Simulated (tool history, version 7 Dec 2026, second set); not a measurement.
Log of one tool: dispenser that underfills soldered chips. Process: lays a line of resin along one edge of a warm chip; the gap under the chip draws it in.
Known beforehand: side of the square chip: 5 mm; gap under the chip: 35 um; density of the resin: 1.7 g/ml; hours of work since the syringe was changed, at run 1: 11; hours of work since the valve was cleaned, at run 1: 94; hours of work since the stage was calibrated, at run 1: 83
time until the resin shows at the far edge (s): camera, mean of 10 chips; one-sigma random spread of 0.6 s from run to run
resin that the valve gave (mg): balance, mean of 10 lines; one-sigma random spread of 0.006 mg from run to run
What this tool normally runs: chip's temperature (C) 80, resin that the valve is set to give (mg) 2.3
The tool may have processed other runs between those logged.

| run | hour | chip's temperature (C) | resin that the valve is set to give (mg) | hours of work since the syringe was changed | hours of work since the valve was cleaned | hours of work since the stage was calibrated | time until the resin shows at the far edge (s) | resin that the valve gave (mg) |
|---|---|---|---|---|---|---|---|---|
| 1 | 0 | 80 | 2.3 | 11 | 94 | 83 | 79.7 | 2.215 |
|  | 2.2 | new syringe of resin |
| 2 | 9.9 | 80 | 2.3 | 5 | 100 | 89 | 63.7 | 2.21 |
|  | 17.4 | dispensing valve cleaned and set on the balance |
| 3 | 18.6 | 68 | 2.3 | 9 | 1 | 94 | 116.5 | 2.292 |
|  | 22.8 | new syringe of resin |
| 4 | 23.1 | 80 | 2.49 | 0 | 3 | 96 | 53.1 | 2.486 |
| 5 | 29.6 | 80 | 2.49 | 4 | 7 | 100 | 63.5 | 2.48 |
| 6 | 39.5 | 80 | 2.49 | 10 | 13 | 106 | 76.2 | 2.476 |
|  | 42.8 | new syringe of resin |
| 7 | 48.2 | 80 | 2.49 | 3 | 19 | 111 | 60.4 | 2.47 |
| 8 | 57.5 | 80 | 2.49 | 9 | 24 | 117 | 73.3 | 2.463 |
|  | 62.1 | new syringe of resin |
| 9 | 67.2 | 80 | 2.3 | 3 | 30 | 123 | 60 | 2.266 |
| 10 | 73.2 | 80 | 2.37 | 7 | 34 | 127 | 69.1 | 2.32 |
|  | 81.6 | new syringe of resin |
| 11 | 82.1 | 80 | 2.37 | 0 | 39 | 132 | 55.2 | 2.323 |
| 12 | 87.6 | 80 | 2.37 | 4 | 42 | 135 | 62.1 | 2.32 |
| 13 | 97.6 | 80 | 2.37 | 10 | 49 | 141 | 77 | 2.308 |
|  | 101.6 | new syringe of resin |
| 14 | 102.7 | 80 | 2.37 | 1 | 51 | 144 | 55.6 | 2.309 |
| 15 | 107 | 80 | 2.37 | 3 | 54 | 147 | 59.2 | 2.308 |
| 16 | 116.9 | 80 | 2.3 | 9 | 60 | 153 | 74.5 | 2.225 |
|  | 121.4 | new syringe of resin |
| 17 | 124 | 80 | 2.3 | 2 | 64 | 157 | 58.5 | 2.226 |
| 18 | 128.4 | 80 | 2.3 | 4 | 67 | 160 | 63.6 | 2.224 |
| 19 | 135.1 | 78 | 2.73 | 8 | 71 | 164 | 78.1 | 2.634 |
|  | 141.2 | new syringe of resin |
| 20 | 144.4 | 75 | 2.91 | 2 | 77 | 170 | 68.7 | 2.81 |
| 21 | 152.7 | 93 | 2.3 | 7 | 82 | 175 | 43.9 | 2.202 |
| 22 | 159.1 | 93 | 2.3 | 11 | 86 | 179 | 50.2 | 2.204 |
|  | 161 | new syringe of resin |
| 23 | 166.9 | 65 | 2.02 | 4 | 90 | 183 | 111.4 | 1.933 |
| 24 | 172.3 | 94 | 2.98 | 7 | 94 | 187 | 41.2 | 2.846 |
| 25 | 179.1 | 69 | 2.3 | 11 | 98 | 191 | 122.4 | 2.204 |
|  | 180.2 | new syringe of resin |
| 26 | 185.5 | 73 | 2.18 | 3 | 102 | 195 | 81.7 | 2.075 |
|  | 190.7 | dispensing valve cleaned and set on the balance |
| 27 | 191.6 | 86 | 2.53 | 6 | 1 | 198 | 55 | 2.521 |
|  | 200.5 | new syringe of resin |
| 28 | 200.5 | 82 | 2.69 | 0 | 6 | 203 | 50.1 | 2.681 |
| 29 | 207.8 | 82 | 2.69 | 4 | 10 | 207 | 58.5 | 2.67 |
| 30 | 212.2 | 82 | 2.69 | 7 | 13 | 210 | 63.8 | 2.674 |
| 31 | 217.4 | 68 | 2.96 | 10 | 16 | 213 | 121.4 | 2.946 |
|  | 220.2 | new syringe of resin |
| 32 | 226.4 | 68 | 2.96 | 4 | 22 | 219 | 98.2 | 2.929 |
| 33 | 233.7 | 68 | 2.96 | 8 | 26 | 223 | 115.5 | 2.924 |
|  | 240.1 | new syringe of resin |
| 34 | 243.9 | 83 | 2.23 | 2 | 32 | 229 | 56.2 | 2.194 |
| 35 | 250.8 | 72 | 2.3 | 7 | 36 | 233 | 94.9 | 2.267 |

For each run, the measured value with the value that run would have given without the tool's hidden condition subtracted. The run-to-run variation is shared by both, the gauge scatter possibly not:
Hidden state present: resin's viscosity, % of fresh resin's; dose that the valve gives, % of what is set; true chip temperature over the reading, C; drift of the gauge itself on fill_s, %; drift of the gauge itself on given_mg, %.
| run | time until the resin shows at the far edge (s) | resin that the valve gave (mg) |
|---|---|---|
| 1 | +27.3 | -0.094 |
| 2 | +11.7 | -0.1 |
| 3 | +35.4 | -0.004 |
| 4 | +2.3 | -0.007 |
| 5 | +10.6 | -0.012 |
| 6 | +24.9 | -0.018 |
| 7 | +8.5 | -0.024 |
| 8 | +21.8 | -0.03 |
| 9 | +7.9 | -0.034 |
| 10 | +16.4 | -0.039 |
| 11 | +3.2 | -0.044 |
| 12 | +10.1 | -0.047 |
| 13 | +24.8 | -0.055 |
| 14 | +2.2 | -0.058 |
| 15 | +7.4 | -0.06 |
| 16 | +21.8 | -0.065 |
| 17 | +5.5 | -0.07 |
| 18 | +11.4 | -0.073 |
| 19 | +22.2 | -0.092 |
| 20 | +6.7 | -0.104 |
| 21 | +10.8 | -0.088 |
| 22 | +17.2 | -0.092 |
| 23 | +18.6 | -0.085 |
| 24 | +10.2 | -0.129 |
| 25 | +43.6 | -0.104 |
| 26 | +13 | -0.102 |
| 27 | +13 | -0.002 |
| 28 | +2.1 | -0.009 |
| 29 | +10.6 | -0.014 |
| 30 | +16.3 | -0.017 |
| 31 | +40.8 | -0.023 |
| 32 | +17 | -0.03 |
| 33 | +33.7 | -0.036 |
| 34 | +8.2 | -0.033 |
| 35 | +25.1 | -0.038 |
